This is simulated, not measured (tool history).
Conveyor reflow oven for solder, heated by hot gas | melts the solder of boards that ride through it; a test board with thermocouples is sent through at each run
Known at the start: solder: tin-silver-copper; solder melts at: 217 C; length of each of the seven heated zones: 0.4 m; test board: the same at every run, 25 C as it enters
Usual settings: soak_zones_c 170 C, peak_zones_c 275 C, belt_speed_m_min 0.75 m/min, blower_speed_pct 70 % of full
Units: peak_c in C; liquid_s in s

run,day,soak_zones_c,peak_zones_c,belt_speed_m_min,blower_speed_pct,peak_c,liquid_s
1,0,170,275,0.75,70,251.3,46
2,1.267,164,275,0.75,70,250,43.2
3,2.162,164,275,0.75,70,249.9,42.7
4,3.196,170,275,0.75,70,250.1,45.1
5,3.75,170,275,0.837,70,245.7,36
# day 4.762: flux residue cleaned out of gas plates and filters
6,5.204,170,275,0.837,70,251.6,40.5
# day 6.125: thermocouples of zones 6 and 7 changed
7,6.383,170,275,0.75,70,255.9,48.9
8,7.238,170,275,0.75,70,255.7,48.8
9,8.062,156,275,0.75,70,253,43.8
10,9.079,176,275,0.75,70,257,50.9
11,10.154,170,275,0.75,70,256.4,48.4
12,11.104,170,275,0.823,70,251.7,41.1
13,11.879,170,275,0.75,70,255,48.4
14,12.496,185,284,0.626,70,271.1,72.6
15,13.646,183,279,0.757,54,254.8,50.9
16,14.929,183,279,0.757,54,255.4,51.3
17,16.083,183,279,0.716,54,257.2,55.6
18,16.688,170,279,0.665,70,262.2,59.6
19,17.358,170,279,0.665,62,260.3,57.7

Forecast run 20:
20,18.446,170,274,0.66,70,?,?

peak_c: 257.5 C
liquid_s: 57.5 s
Without the tool's hidden state the same run would have given peak_c 259.6 C, liquid_s 58 s.

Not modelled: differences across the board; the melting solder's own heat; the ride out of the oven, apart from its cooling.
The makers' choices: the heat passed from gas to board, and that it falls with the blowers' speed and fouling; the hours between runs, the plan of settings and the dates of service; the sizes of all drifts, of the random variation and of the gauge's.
